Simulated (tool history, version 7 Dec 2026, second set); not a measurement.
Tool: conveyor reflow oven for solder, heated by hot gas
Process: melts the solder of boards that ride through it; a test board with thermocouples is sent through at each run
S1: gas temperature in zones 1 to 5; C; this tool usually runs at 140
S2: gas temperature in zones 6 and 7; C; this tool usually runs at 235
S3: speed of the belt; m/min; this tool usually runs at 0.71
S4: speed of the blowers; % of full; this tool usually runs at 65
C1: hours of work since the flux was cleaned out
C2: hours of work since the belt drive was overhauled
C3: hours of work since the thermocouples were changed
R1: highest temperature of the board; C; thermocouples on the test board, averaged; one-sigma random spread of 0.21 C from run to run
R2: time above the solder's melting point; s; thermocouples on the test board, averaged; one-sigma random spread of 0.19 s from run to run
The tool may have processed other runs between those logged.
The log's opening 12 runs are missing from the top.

| run | day | S1 | S2 | S3 | S4 | C1 | C2 | C3 | R1 | R2 |
|---|---|---|---|---|---|---|---|---|---|---|
| 13 | 5.629 | 140 | 235 | 0.71 | 89 | 126 | 456 | 603 | 217.5 | 51.6 |
| 14 | 6.246 | 140 | 235 | 0.689 | 65 | 136 | 465 | 613 | 211.2 | 47.1 |
| 15 | 6.654 | 140 | 235 | 0.689 | 65 | 142 | 472 | 620 | 210.7 | 47.2 |
| 16 | 7.038 | 140 | 224 | 0.71 | 65 | 148 | 478 | 626 | 201.4 | 35.4 |
| 17 | 7.442 | 152 | 247 | 0.603 | 65 | 155 | 484 | 632 | 228.5 | 73.4 |
| 18 | 7.9 | 152 | 227 | 0.71 | 54 | 162 | 492 | 639 | 202.3 | 39.9 |
| 19 | 8.454 | 148 | 227 | 0.71 | 52 | 171 | 500 | 648 | 200.6 | 35.6 |
| 20 | 8.808 | 148 | 244 | 0.735 | 73 | 176 | 506 | 654 | 220.2 | 53.6 |
| 21 | 9.175 | 148 | 244 | 0.735 | 73 | 182 | 512 | 659 | 219.7 | 53.6 |
| 22 | 9.521 | 133 | 228 | 0.735 | 65 | 188 | 517 | 665 | 200.9 | 31 |
| 23 | 9.883 | 133 | 228 | 0.735 | 65 | 193 | 523 | 671 | 200.6 | 30.9 |
| 24 | 10.392 | 142 | 242 | 0.708 | 81 | 201 | 531 | 679 | 220.6 | 54.3 |
| 25 | 10.671 | 131 | 232 | 0.683 | 86 | 206 | 536 | 683 | 212.4 | 47.1 |
| 26 | 10.95 | 140 | 235 | 0.71 | 67 | 210 | 540 | 688 | 209.7 | 44.5 |
| 27 | 11.333 | 140 | 235 | 0.71 | 67 | 216 | 546 | 694 | 210.2 | 43.8 |
| 28 | 11.838 | 140 | 235 | 0.71 | 67 | 224 | 554 | 702 | 209.5 | 44.2 |
| 29 | 12.279 | 128 | 234 | 0.71 | 67 | 231 | 561 | 709 | 205.1 | 36.6 |
| 30 | 12.842 | 137 | 235 | 0.673 | 55 | 240 | 570 | 718 | 205.9 | 40.9 |

What if the next run were any one of these 3? Each begins from the tool's condition after run 30:
| A | 13.446 | 135 | 235 | 0.673 | 90 | 250 | 579 | 727 | ? | ? |
| B | 13.446 | 137 | 229 | 0.733 | 53 | 250 | 579 | 727 | ? | ? |
| C | 13.446 | 140 | 229 | 0.82 | 65 | 250 | 579 | 727 | ? | ? |

| run | R1 | R2 |
|---|---|---|
| A | 216.4 | 52.1 |
| B | 196.8 | 25.8 |
| C | 198.2 | 25.4 |
Without the tool's hidden state the same runs would have given:
| run | R1 | R2 |
|---|---|---|
| A | 220 | 54.4 |
| B | 199.7 | 29.7 |
| C | 201.6 | 29.5 |
